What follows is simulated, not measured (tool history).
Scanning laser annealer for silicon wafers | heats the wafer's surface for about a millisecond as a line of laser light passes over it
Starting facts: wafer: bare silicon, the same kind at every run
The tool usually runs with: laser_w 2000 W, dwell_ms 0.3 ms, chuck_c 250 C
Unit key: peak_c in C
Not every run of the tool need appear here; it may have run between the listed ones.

run     day  laser_w  dwell_ms  chuck_c  peak_c
  1       0     2000       0.3      250     946
  2   1.338     2000       0.3      250     945
  3   2.642     2000     0.237      250     865
  4   5.104     2000       0.3      281     974
  5   6.958     2000       0.3      288     983
  6   8.458     2042       0.3      250     958
  7  10.533     2042       0.3      250     955
  8  12.842     1978       0.3      250     929
  9  14.546     2000       0.3      229     915
 10  16.892     2000     0.304      250     939
 11  18.179     2000     0.304      250     939
 12  20.033     2000     0.304      250     938
 13  21.804     2000     0.304      250     936
 14  24.458     2000     0.304      250     940
 15  25.662     2000     0.304      250     939
 16  27.646     2000       0.3      250     927
 17  30.292     2000     0.288      250     914
 18  31.808     2000     0.223      284     865
 19  33.346     2066     0.309      261     969
 20  36.021     2066     0.309      261     970
     36.296  -- laser's power meter calibrated
 21  38.692     1882     0.336      250     916
 22  40.921     1816     0.293      226     822
 23  43.688     1753     0.328      276     883
     44.404  -- laser's power meter calibrated, once more
 24  45.242     2000      0.23      289     874
 25  47.375     2000      0.23      289     876
 26  48.983     2000      0.23      289     876
 27  50.362     2000      0.23      289     877

Forecast run 28:
 28  52.288     2000      0.23      289       ?

peak_c: 872 C
With no hidden state in the tool, this same run would have given peak_c 903 C.

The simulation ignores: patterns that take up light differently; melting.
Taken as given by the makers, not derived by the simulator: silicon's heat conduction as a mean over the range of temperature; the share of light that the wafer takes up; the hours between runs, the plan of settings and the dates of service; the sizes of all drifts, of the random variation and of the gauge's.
